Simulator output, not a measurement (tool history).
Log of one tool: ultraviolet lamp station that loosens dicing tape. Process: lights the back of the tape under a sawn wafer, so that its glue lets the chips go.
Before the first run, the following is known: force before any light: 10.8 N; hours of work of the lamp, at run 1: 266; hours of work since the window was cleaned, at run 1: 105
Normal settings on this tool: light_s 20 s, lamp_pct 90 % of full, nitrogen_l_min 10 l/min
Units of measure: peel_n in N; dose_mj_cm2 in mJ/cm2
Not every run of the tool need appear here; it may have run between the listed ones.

run	hour	light_s	lamp_pct	nitrogen_l_min	hours of work of the lamp	hours of work since the window was cleaned	peel_n	dose_mj_cm2
1	0	20	90	10	266	105	1.046	601
2	16.5	20	90	10	275	114	1.084	602
3	41	20	90	10	289	128	1.112	595
4	58.7	20	90	10	299	138	1.051	590
5	78.9	20	90	10	311	150	1.09	591
6	94.4	20	90	10	320	159	1.151	588
7	118.3	20	90	10	334	172	1.149	584
8	137.5	20	90	10	344	183	1.087	570
9	156.8	20	90	10	355	194	1.116	577
10	179.1	20	90	4	368	207	2.242	575
11	193.1	20	90	4	376	215	2.26	573
12	205	20	90	10	383	222	1.19	565
13	226.4	20	90	10	395	234	1.217	568
14	247.7	20	90	10	407	246	1.282	560
15	272.4	20	90	10	421	260	1.221	561
16	283.3	20	90	10	428	266	1.271	559
17	307.9	33	80	3	442	281	1.545	805
18	327.2	33	80	3	453	292	1.49	811
19	346.1	33	80	3	464	302	1.473	811
20	362.5	19	79	9	473	312	1.939	461
21	374.7	19	79	9	480	319	1.936	461
22	395.4	19	79	9	492	330	1.87	457
23	415.1	19	79	9	503	342	1.942	452
24	426.1	11	90	9	509	348	3.511	297
25	437	34	90	4	515	354	0.92	919
26	460.5	29	94	7	529	368	0.783	813
# hour 479: window cleaned of glue's vapour
27	484.9	21	61	18	543	3	1.593	413
28	506	23	99	16	555	15	0.518	720
29	524.9	23	99	16	565	26	0.533	725
30	535.8	17	90	16	572	32	1.218	480
31	553.8	19	70	4	582	43	3.28	417
32	573.1	19	70	4	593	54	3.474	416

Forecast each of these 3 alternatives for the next run:
A	585.9	20	90	4	600	61	?	?
B	585.9	20	92	10	600	61	?	?
C	585.9	20	61	10	600	61	?	?

run	peel_n	dose_mj_cm2
A	2.324	563
B	1.199	570
C	2.467	383
Had the tool no hidden state, the same runs would have come out as:
run	peel_n	dose_mj_cm2
A	1.789	663
B	0.853	672
C	1.911	451
